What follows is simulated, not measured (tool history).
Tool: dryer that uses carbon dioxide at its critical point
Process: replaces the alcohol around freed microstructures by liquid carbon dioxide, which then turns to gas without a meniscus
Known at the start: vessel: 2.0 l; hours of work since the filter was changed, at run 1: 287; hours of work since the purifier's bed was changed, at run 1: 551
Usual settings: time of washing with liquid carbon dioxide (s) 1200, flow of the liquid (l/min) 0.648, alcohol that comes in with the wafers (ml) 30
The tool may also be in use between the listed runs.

run	hour	time of washing with liquid carbon dioxide (s)	flow of the liquid (l/min)	alcohol that comes in with the wafers (ml)	hours of work since the filter was changed	hours of work since the purifier's bed was changed	alcohol left in the vessel before it's heated (ppm by volume)
1	0.0	1200	0.648	30	287	551	236
2	41.0	1080	0.648	30	307	572	281
3	61.1	1080	0.648	30	317	582	281
4	87.7	1200	0.940	30	331	595	230
5	125.6	1200	0.940	30	350	614	224
6	164.2	1200	0.940	30	369	634	230
7	184.2	1200	0.940	30	379	644	233
8	217.1	1200	0.940	30	396	660	243
9	254.0	1200	0.648	43	414	679	304
10	297.2	1200	0.648	30	436	701	305
11	342.6	1200	0.648	30	459	723	314
12	375.8	900	0.648	30	475	740	472
13	406.1	900	0.648	30	491	755	474
# hour 426.4: purifier's bed changed
# hour 437.7: inlet filter changed
14	445.2	900	0.648	30	4	9	146
15	471.6	840	0.648	30	17	22	215
16	514.5	840	0.648	30	39	44	240
17	535.7	1200	0.648	30	49	54	62
18	563.4	1200	0.648	30	63	68	66
19	597.5	1200	0.648	30	80	85	77
20	628.0	1200	0.648	30	95	101	79
21	671.5	1200	0.648	30	117	122	87
22	696.2	1200	0.498	30	130	135	198
23	720.5	1200	0.498	30	142	147	204
24	745.3	1200	0.498	30	154	159	219
25	782.9	1200	0.498	30	173	178	227
26	804.7	1680	1.010	30	184	189	73
27	824.5	1680	1.010	30	194	199	85
28	845.2	1680	1.010	30	204	210	85
29	885.9	1260	0.838	32	225	230	106
30	932.5	1080	0.648	116	248	253	377
31	960.0	1200	0.891	30	262	267	105
32	987.6	1200	0.411	66	276	281	874
33	1024.3	1200	0.411	66	294	300	881
34	1044.2	1200	0.646	66	304	309	201
35	1072.1	1200	0.646	66	318	323	217
36	1117.8	1200	0.646	66	341	346	227
37	1140.9	1200	0.646	66	353	358	231
38	1181.6	1200	0.646	66	373	378	223
39	1202.7	780	0.646	98	384	389	1232
40	1243.8	780	0.646	98	404	410	1243
41	1274.9	1080	0.648	30	420	425	246
42	1306.3	780	0.683	71	436	441	818
43	1332.1	780	0.570	30	449	454	703
44	1366.8	1800	0.570	63	466	471	188
45	1410.4	1200	1.084	22	488	493	180
# hour 1443.2: inlet filter changed
46	1448.3	1200	1.084	22	3	512	188

The same runs without the tool's hidden state, with the same run-to-run variation:
The hidden state here: flow that reaches the vessel past the clogged filter, %; alcohol in the recycled carbon dioxide, ppm; drift of the gauge itself on alcohol_ppm, %.
run	alcohol left in the vessel before it's heated (ppm by volume)
1	33
2	65
3	69
4	13
5	3
6	8
7	0
8	14
9	47
10	40
11	35
12	154
13	155
14	139
15	201
16	216
17	38
18	36
19	41
20	37
21	36
22	135
23	135
24	144
25	143
26	3
27	12
28	5
29	18
30	237
31	7
32	674
33	667
34	70
35	79
36	76
37	78
38	62
39	904
40	903
41	73
42	526
43	446
44	12
45	0
46	4
